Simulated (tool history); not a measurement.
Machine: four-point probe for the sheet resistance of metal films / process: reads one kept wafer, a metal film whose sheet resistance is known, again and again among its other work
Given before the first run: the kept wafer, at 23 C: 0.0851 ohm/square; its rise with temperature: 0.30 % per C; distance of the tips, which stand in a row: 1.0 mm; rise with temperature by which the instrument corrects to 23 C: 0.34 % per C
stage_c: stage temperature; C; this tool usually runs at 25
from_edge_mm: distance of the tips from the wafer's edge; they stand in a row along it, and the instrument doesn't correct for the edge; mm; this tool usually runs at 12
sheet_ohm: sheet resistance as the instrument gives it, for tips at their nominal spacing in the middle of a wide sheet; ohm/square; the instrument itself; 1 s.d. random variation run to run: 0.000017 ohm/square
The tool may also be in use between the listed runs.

{"run": 1, "hour": 0.0, "stage_c": 25, "from_edge_mm": 12, "sheet_ohm": 0.085187}
{"run": 2, "hour": 10.8, "stage_c": 25, "from_edge_mm": 12, "sheet_ohm": 0.085187}
{"run": 3, "hour": 21.5, "stage_c": 25, "from_edge_mm": 12, "sheet_ohm": 0.08518}
{"run": 4, "hour": 35.3, "stage_c": 25, "from_edge_mm": 12, "sheet_ohm": 0.085181}
{"run": 5, "hour": 44.4, "stage_c": 25, "from_edge_mm": 12, "sheet_ohm": 0.085154}
{"run": 6, "hour": 59.1, "stage_c": 25, "from_edge_mm": 12, "sheet_ohm": 0.085138}
{"run": 7, "hour": 77.8, "stage_c": 25, "from_edge_mm": 30, "sheet_ohm": 0.084859}
{"run": 8, "hour": 88.7, "stage_c": 25, "from_edge_mm": 5, "sheet_ohm": 0.086598}
{"run": 9, "hour": 101.4, "stage_c": 29, "from_edge_mm": 12, "sheet_ohm": 0.085001}
{"run": 10, "hour": 117.1, "stage_c": 25, "from_edge_mm": 12, "sheet_ohm": 0.085121}
{"run": 11, "hour": 126.4, "stage_c": 25, "from_edge_mm": 12, "sheet_ohm": 0.085163}
{"run": 12, "hour": 145.7, "stage_c": 25, "from_edge_mm": 12, "sheet_ohm": 0.085137}
{"run": 13, "hour": 155.3, "stage_c": 20, "from_edge_mm": 12, "sheet_ohm": 0.0853}
{"run": 14, "hour": 174.2, "stage_c": 25, "from_edge_mm": 9, "sheet_ohm": 0.085389}
{"run": 15, "hour": 194.3, "stage_c": 25, "from_edge_mm": 9, "sheet_ohm": 0.085368}
{"run": 16, "hour": 203.2, "stage_c": 32, "from_edge_mm": 9, "sheet_ohm": 0.085134}
{"run": 17, "hour": 217.7, "stage_c": 32, "from_edge_mm": 9, "sheet_ohm": 0.085145}
{"run": 18, "hour": 229.3, "stage_c": 26, "from_edge_mm": 9, "sheet_ohm": 0.085332}
{"run": 19, "hour": 246.5, "stage_c": 26, "from_edge_mm": 9, "sheet_ohm": 0.085345}
{"run": 20, "hour": 261.5, "stage_c": 26, "from_edge_mm": 9, "sheet_ohm": 0.085328}
{"run": 21, "hour": 280.4, "stage_c": 26, "from_edge_mm": 12, "sheet_ohm": 0.085061}
{"run": 22, "hour": 295.8, "stage_c": 26, "from_edge_mm": 12, "sheet_ohm": 0.085058}
{"run": 23, "hour": 311.5, "stage_c": 29, "from_edge_mm": 5, "sheet_ohm": 0.086423}
{"run": 24, "hour": 330.0, "stage_c": 29, "from_edge_mm": 5, "sheet_ohm": 0.086439}
{"run": 25, "hour": 347.0, "stage_c": 25, "from_edge_mm": 5, "sheet_ohm": 0.086584}
{"run": 26, "hour": 360.0, "stage_c": 22, "from_edge_mm": 13, "sheet_ohm": 0.085152}
{"run": 27, "hour": 379.8, "stage_c": 22, "from_edge_mm": 13, "sheet_ohm": 0.085167}
{"run": 28, "hour": 391.5, "stage_c": 22, "from_edge_mm": 13, "sheet_ohm": 0.085161}
{"run": 29, "hour": 406.4, "stage_c": 22, "from_edge_mm": 13, "sheet_ohm": 0.08509}
{"run": 30, "hour": 424.7, "stage_c": 19, "from_edge_mm": 11, "sheet_ohm": 0.085352}
{"run": 31, "hour": 433.2, "stage_c": 19, "from_edge_mm": 11, "sheet_ohm": 0.085306}
{"run": 32, "hour": 443.8, "stage_c": 29, "from_edge_mm": 32, "sheet_ohm": 0.084659}
{"run": 33, "hour": 461.2, "stage_c": 21, "from_edge_mm": 32, "sheet_ohm": 0.084897}
{"run": 34, "hour": 472.1, "stage_c": 21, "from_edge_mm": 32, "sheet_ohm": 0.08492}
{"run": 35, "hour": 493.2, "stage_c": 22, "from_edge_mm": 32, "sheet_ohm": 0.084892}
{"run": 36, "hour": 511.4, "stage_c": 29, "from_edge_mm": 5, "sheet_ohm": 0.08639}
{"run": 37, "hour": 523.0, "stage_c": 20, "from_edge_mm": 5, "sheet_ohm": 0.086679}
{"run": 38, "hour": 536.6, "stage_c": 20, "from_edge_mm": 5, "sheet_ohm": 0.086709}
{"run": 39, "hour": 550.9, "stage_c": 18, "from_edge_mm": 55, "sheet_ohm": 0.084965}
{"run": 40, "hour": 567.6, "stage_c": 18, "from_edge_mm": 55, "sheet_ohm": 0.084954}
{"run": 41, "hour": 580.0, "stage_c": 18, "from_edge_mm": 55, "sheet_ohm": 0.084973}
{"run": 42, "hour": 593.4, "stage_c": 18, "from_edge_mm": 55, "sheet_ohm": 0.084969}
{"run": 43, "hour": 607.5, "stage_c": 18, "from_edge_mm": 55, "sheet_ohm": 0.084969}
{"run": 44, "hour": 616.3, "stage_c": 33, "from_edge_mm": 55, "sheet_ohm": 0.08448}

Some steps in sheet_ohm, run to run, broken into two amounts with sign: the step expected even without the hidden condition (settings, incoming material, random variation), and the rest, left for the hidden condition together with whatever gauge scatter is not in both the measured and the hidden-condition-free result:
Hidden conditions of the tool in this case: inner tips' distance over the nominal, %; tips' flats over new ones', %; wafer's true temperature over the reading, C; drift of the gauge itself on sheet_ohm, %.
Run 7 -> 8: from_edge_mm 30 -> 5. sheet_ohm +0.001739 ohm/square: hidden state -0.000006, all else +0.001745.
Run 8 -> 9: stage_c 25 -> 29, from_edge_mm 5 -> 12. sheet_ohm -0.001597 ohm/square: hidden state +0.000002, all else -0.001599.
Run 22 -> 23: stage_c 26 -> 29, from_edge_mm 12 -> 5. sheet_ohm +0.001365 ohm/square: hidden state -0.000007, all else +0.001372.
Run 32 -> 33: stage_c 29 -> 21. sheet_ohm +0.000238 ohm/square: hidden state -0.000007, all else +0.000245.
Run 38 -> 39: stage_c 20 -> 18, from_edge_mm 5 -> 55. sheet_ohm -0.001744 ohm/square: hidden state +0.000002, all else -0.001746.

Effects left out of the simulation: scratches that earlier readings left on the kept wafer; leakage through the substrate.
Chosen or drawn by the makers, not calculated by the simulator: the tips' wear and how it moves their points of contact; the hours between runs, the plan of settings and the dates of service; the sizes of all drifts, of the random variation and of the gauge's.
